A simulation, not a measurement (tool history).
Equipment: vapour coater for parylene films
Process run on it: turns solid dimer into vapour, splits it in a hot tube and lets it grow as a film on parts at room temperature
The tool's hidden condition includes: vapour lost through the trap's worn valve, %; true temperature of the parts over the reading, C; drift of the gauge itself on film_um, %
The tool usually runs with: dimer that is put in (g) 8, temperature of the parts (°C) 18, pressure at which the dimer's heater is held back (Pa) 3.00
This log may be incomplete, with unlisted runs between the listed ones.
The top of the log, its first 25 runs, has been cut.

run    hour  dimer that is put in (g)  temperature of the parts (°C)  pressure at which the dimer's heater is held back (Pa)  hours of work since the trap's valve was overhauled  hours of work since the table's thermometer was calibrated  thickness of the film (nm)
 26   589.7                         6                             14                                                    3.00                                                  422                                                         699                        3160
 27   623.9                         5                             16                                                    2.98                                                  438                                                         715                        2420
 28   641.2                         3                             12                                                    2.98                                                  446                                                         723                        1720
 29   657.4                         3                             12                                                    2.98                                                  454                                                         731                        1700
 30   679.5                         3                             20                                                    2.98                                                  464                                                         741                        1210
 31   697.7                         8                             19                                                   11.82                                                  473                                                         750                        2460
 32   729.0                         3                             17                                                    6.44                                                  488                                                         765                        1170
 33   747.3                         5                             20                                                    2.11                                                  496                                                         773                        2230
 34   774.2                         5                             22                                                    2.11                                                  509                                                         786                        2060
 35   797.8                         7                             25                                                    3.00                                                  520                                                         797                        2360
 36   828.3                         7                             25                                                    3.00                                                  535                                                         812                        2330
 37   851.3                         7                             25                                                    3.00                                                  546                                                         823                        2340
 38   872.2                         7                             18                                                    3.00                                                  556                                                         833                        3130
 39   903.4                         7                             11                                                    3.00                                                  570                                                         847                        4120
 40   923.5                         7                             11                                                    3.00                                                  580                                                         857                        4190
 41   955.9                         7                             11                                                    3.00                                                  595                                                         872                        4160
 42   989.3                         7                             12                                                    3.00                                                  611                                                         888                        4010
     1026.5  -- trap's valve overhauled
 43  1028.8                         5                             22                                                    2.87                                                    1                                                         905                        1920
 44  1059.2                         5                             22                                                    2.87                                                   15                                                         919                        1920
 45  1079.6                        13                             19                                                   11.64                                                   25                                                         929                        4010

Forecast each of these 4 alternatives for the next run:
  A  1113.5                         9                             18                                                    2.27                                                   41                                                         945                           ?
  B  1113.5                        10                             13                                                    4.97                                                   41                                                         945                           ?
  C  1113.5                         4                             19                                                   10.76                                                   41                                                         945                           ?
  D  1113.5                         8                             12                                                    3.00                                                   41                                                         945                           ?

run  thickness of the film (nm)
  A                        4300
  B                        4900
  C                        1270
  D                        4570
The same runs, with their run-to-run variation unchanged, on a tool lacking any hidden condition would have given:
run  thickness of the film (nm)
  A                        4300
  B                        4900
  C                        1270
  D                        4570
